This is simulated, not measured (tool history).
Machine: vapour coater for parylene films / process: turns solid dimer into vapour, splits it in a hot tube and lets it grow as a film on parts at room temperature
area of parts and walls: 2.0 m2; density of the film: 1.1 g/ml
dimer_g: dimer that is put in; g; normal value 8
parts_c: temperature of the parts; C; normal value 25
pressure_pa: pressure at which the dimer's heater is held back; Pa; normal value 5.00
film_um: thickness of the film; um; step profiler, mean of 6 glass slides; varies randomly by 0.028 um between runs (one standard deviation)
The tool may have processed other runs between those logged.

| run | hour | dimer_g | parts_c | pressure_pa | film_um |
|---|---|---|---|---|---|
| 1 | 0.0 | 8 | 25 | 5.00 | 2.38 |
| 2 | 16.4 | 8 | 25 | 5.00 | 2.36 |
| 3 | 28.3 | 8 | 25 | 5.00 | 2.40 |
| 4 | 42.0 | 8 | 25 | 5.00 | 2.41 |
| 5 | 58.6 | 8 | 25 | 5.00 | 2.39 |
| 6 | 74.8 | 8 | 25 | 5.00 | 2.38 |
| 7 | 94.3 | 8 | 25 | 5.00 | 2.40 |
| 8 | 117.7 | 8 | 25 | 5.00 | 2.38 |
| 9 | 141.1 | 8 | 25 | 5.00 | 2.38 |
|  | 146.7 | trap's valve overhauled |
| 10 | 157.8 | 13 | 25 | 6.37 | 3.67 |
| 11 | 179.2 | 8 | 25 | 7.10 | 2.30 |
| 12 | 191.3 | 3 | 30 | 2.00 | 0.82 |
| 13 | 208.6 | 3 | 27 | 3.32 | 0.85 |
| 14 | 219.3 | 9 | 29 | 3.55 | 2.45 |
| 15 | 232.0 | 7 | 17 | 5.00 | 2.52 |
|  | 239.4 | trap's valve overhauled, once more |
| 16 | 252.1 | 6 | 22 | 5.00 | 1.94 |
| 17 | 276.4 | 8 | 31 | 7.51 | 2.01 |

Had the tool no unlogged condition, and each run kept its random variation, what would the results have been?
The hidden state here: vapour lost through the trap's worn valve, %; true temperature of the parts over the reading, C; drift of the gauge itself on film_um, %.
| run | film_um |
|---|---|
| 1 | 2.46 |
| 2 | 2.44 |
| 3 | 2.48 |
| 4 | 2.50 |
| 5 | 2.48 |
| 6 | 2.47 |
| 7 | 2.50 |
| 8 | 2.47 |
| 9 | 2.48 |
| 10 | 3.86 |
| 11 | 2.42 |
| 12 | 0.87 |
| 13 | 0.89 |
| 14 | 2.58 |
| 15 | 2.66 |
| 16 | 1.99 |
| 17 | 2.06 |
